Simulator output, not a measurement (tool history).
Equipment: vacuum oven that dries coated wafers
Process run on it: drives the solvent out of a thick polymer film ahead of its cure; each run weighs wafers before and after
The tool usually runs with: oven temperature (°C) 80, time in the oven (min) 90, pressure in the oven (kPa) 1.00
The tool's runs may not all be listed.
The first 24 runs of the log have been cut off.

| run | hour | oven temperature (°C) | time in the oven (min) | pressure in the oven (kPa) | solvent left in the film (%) |
|---|---|---|---|---|---|
| 25 | 574.4 | 81 | 90 | 2.64 | 1.91 |
|  | 586.6 | oven's thermocouples calibrated |
| 26 | 595.0 | 69 | 92 | 1.00 | 3.35 |
| 27 | 629.3 | 69 | 92 | 1.00 | 3.32 |
| 28 | 645.2 | 68 | 118 | 0.74 | 2.45 |
| 29 | 662.4 | 89 | 75 | 0.60 | 0.64 |
| 30 | 695.9 | 80 | 90 | 0.75 | 1.30 |
| 31 | 728.9 | 74 | 141 | 1.00 | 1.26 |
| 32 | 756.9 | 94 | 141 | 1.07 | 0.45 |
| 33 | 786.9 | 94 | 141 | 1.07 | 0.46 |
| 34 | 807.8 | 77 | 90 | 1.00 | 1.81 |
| 35 | 840.8 | 77 | 90 | 1.00 | 1.76 |
| 36 | 858.3 | 72 | 139 | 1.00 | 1.50 |
| 37 | 877.2 | 65 | 54 | 1.16 | 7.60 |
| 38 | 911.6 | 65 | 54 | 1.16 | 7.55 |
| 39 | 934.3 | 65 | 59 | 0.54 | 6.58 |
| 40 | 956.7 | 89 | 75 | 1.00 | 0.82 |
| 41 | 979.1 | 83 | 81 | 1.00 | 1.24 |
| 42 | 1005.4 | 80 | 72 | 1.00 | 1.97 |
| 43 | 1031.0 | 80 | 90 | 0.78 | 1.25 |
| 44 | 1051.7 | 80 | 90 | 0.78 | 1.29 |
| 45 | 1084.0 | 77 | 90 | 2.28 | 2.43 |
| 46 | 1099.7 | 77 | 90 | 2.28 | 2.51 |
| 47 | 1133.7 | 77 | 90 | 2.28 | 2.48 |

Each row is a separate what-if for the run after 47, all from the same tool condition, not one after another. Results?
| A | 1167.2 | 77 | 147 | 2.28 | ? |
| B | 1167.2 | 77 | 65 | 2.28 | ? |
| C | 1167.2 | 80 | 73 | 1.00 | ? |

| run | solvent left in the film (%) |
|---|---|
| A | 1.76 |
| B | 3.57 |
| C | 1.85 |
Had the tool no hidden state, the same runs would have come out as:
| run | solvent left in the film (%) |
|---|---|
| A | 1.47 |
| B | 3.34 |
| C | 1.63 |

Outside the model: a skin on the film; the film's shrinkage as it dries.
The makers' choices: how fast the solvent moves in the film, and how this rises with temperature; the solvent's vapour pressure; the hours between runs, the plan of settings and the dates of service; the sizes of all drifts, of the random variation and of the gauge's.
